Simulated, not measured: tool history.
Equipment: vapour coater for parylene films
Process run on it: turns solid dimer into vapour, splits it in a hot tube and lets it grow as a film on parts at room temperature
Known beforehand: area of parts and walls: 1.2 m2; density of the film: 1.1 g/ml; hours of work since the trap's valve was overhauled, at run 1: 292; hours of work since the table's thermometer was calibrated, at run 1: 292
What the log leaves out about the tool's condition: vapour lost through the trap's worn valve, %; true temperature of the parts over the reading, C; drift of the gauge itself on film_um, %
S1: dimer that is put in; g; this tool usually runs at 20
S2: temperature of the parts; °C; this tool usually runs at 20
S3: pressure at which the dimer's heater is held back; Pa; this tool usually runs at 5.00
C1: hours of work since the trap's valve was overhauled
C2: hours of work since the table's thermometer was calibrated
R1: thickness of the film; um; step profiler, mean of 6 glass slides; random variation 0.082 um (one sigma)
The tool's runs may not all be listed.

run   hour  S1  S2    S3   C1   C2     R1
  1    0.0  20  20  5.00  292  292   8.96
  2   49.3  20  20  5.00  323  323   8.95
  3   90.1  20  20  5.00  348  348   8.80
  4  145.2  20  20  5.00  382  382   8.67
  5  177.4   8  20  5.00  402  402   3.54
  6  226.4   8  20  5.00  432  432   3.43
  7  261.6  11  20  5.00  454  454   4.74
  8  321.7  11  20  5.00  491  491   4.61
     366.0  -- trap's valve overhauled
  9  377.9  11  20  5.00    7  524   4.21
 10  423.8  11  20  5.00   36  552   4.10
 11  471.0  11  20  5.00   65  581   4.06
 12  514.6  11  20  5.00   92  608   4.04
 13  563.1  11  20  5.00  122  638   3.94
 14  617.3  15  30  3.12  156  672   3.71
 15  649.9  35  17  2.63  176  692  14.72
 16  688.7  12  24  7.65  200  716   3.48
     738.4  -- trap's valve overhauled, once more
 17  747.8  12  24  7.65    6  750   4.69

Predict each of these 3 candidate next runs independently; none follows another, all start after run 17:
  A  777.2  20  27  5.00  24  768   ?
  B  777.2  22  25  7.65  24  768   ?
  C  777.2  14  25  2.58  24  768   ?

run    R1
  A  7.18
  B  8.32
  C  5.82
With no hidden state in the tool, these same runs would have given:
run    R1
  A  7.43
  B  8.61
  C  6.02
